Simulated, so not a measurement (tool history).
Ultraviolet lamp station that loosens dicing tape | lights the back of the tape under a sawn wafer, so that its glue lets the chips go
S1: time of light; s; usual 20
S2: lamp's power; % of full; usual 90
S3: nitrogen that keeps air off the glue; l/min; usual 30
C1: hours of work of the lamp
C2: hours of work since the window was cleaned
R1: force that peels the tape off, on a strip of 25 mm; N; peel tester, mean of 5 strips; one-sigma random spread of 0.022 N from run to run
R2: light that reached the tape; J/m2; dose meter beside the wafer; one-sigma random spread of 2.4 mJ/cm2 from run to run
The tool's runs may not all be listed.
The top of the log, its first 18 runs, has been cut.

{"run": 19, "hour": 220.0, "S1": 22, "S2": 62, "S3": 10, "C1": 320, "C2": 402, "R1": 4.246, "R2": 1620}
{"run": 20, "hour": 231.5, "S1": 22, "S2": 80, "S3": 13, "C1": 328, "C2": 410, "R1": 2.915, "R2": 2090}
{"run": 21, "hour": 248.3, "S1": 22, "S2": 80, "S3": 9, "C1": 340, "C2": 422, "R1": 3.411, "R2": 2060}
{"run": 22, "hour": 260.2, "S1": 22, "S2": 81, "S3": 51, "C1": 349, "C2": 431, "R1": 1.212, "R2": 2080}
{"run": 23, "hour": 275.9, "S1": 20, "S2": 90, "S3": 12, "C1": 360, "C2": 442, "R1": 3.12, "R2": 2120}
{"run": 24, "hour": 286.8, "S1": 13, "S2": 90, "S3": 30, "C1": 368, "C2": 450, "R1": 3.214, "R2": 1370}
{"run": 25, "hour": 300.9, "S1": 13, "S2": 99, "S3": 17, "C1": 378, "C2": 460, "R1": 3.913, "R2": 1480}
{"run": 26, "hour": 309.3, "S1": 13, "S2": 99, "S3": 17, "C1": 384, "C2": 466, "R1": 3.987, "R2": 1450}
{"run": 27, "hour": 322.9, "S1": 19, "S2": 99, "S3": 57, "C1": 394, "C2": 475, "R1": 1.067, "R2": 2180}
{"run": 28, "hour": 331.6, "S1": 20, "S2": 74, "S3": 30, "C1": 400, "C2": 482, "R1": 2.39, "R2": 1680}
{"run": 29, "hour": 344.8, "S1": 20, "S2": 62, "S3": 16, "C1": 409, "C2": 491, "R1": 4.21, "R2": 1410}
{"run": 30, "hour": 359.6, "S1": 20, "S2": 94, "S3": 20, "C1": 420, "C2": 502, "R1": 2.22, "R2": 2130}

Each row is a separate what-if for the run after 30, all from the same tool condition, not one after another. Results?
{"run": "A", "hour": 372.7, "S1": 12, "S2": 78, "S3": 45, "C1": 429, "C2": 511, "R1": "?", "R2": "?"}
{"run": "B", "hour": 372.7, "S1": 20, "S2": 90, "S3": 14, "C1": 429, "C2": 511, "R1": "?", "R2": "?"}
{"run": "C", "hour": 372.7, "S1": 21, "S2": 97, "S3": 60, "C1": 429, "C2": 511, "R1": "?", "R2": "?"}
{"run": "D", "hour": 372.7, "S1": 24, "S2": 95, "S3": 47, "C1": 429, "C2": 511, "R1": "?", "R2": "?"}
{"run": "E", "hour": 372.7, "S1": 16, "S2": 98, "S3": 25, "C1": 429, "C2": 511, "R1": "?", "R2": "?"}

run=A R1=3.795 R2=1040
run=B R1=2.892 R2=2010
run=C R1=0.902 R2=2270
run=D R1=0.84 R2=2550
run=E R1=2.596 R2=1760
The same runs, with their run-to-run variation unchanged, on a tool lacking any hidden condition would have given:
run=A R1=2.68 R2=1380
run=B R1=1.908 R2=2650
run=C R1=0.497 R2=2990
run=D R1=0.469 R2=3350
run=E R1=1.649 R2=2310

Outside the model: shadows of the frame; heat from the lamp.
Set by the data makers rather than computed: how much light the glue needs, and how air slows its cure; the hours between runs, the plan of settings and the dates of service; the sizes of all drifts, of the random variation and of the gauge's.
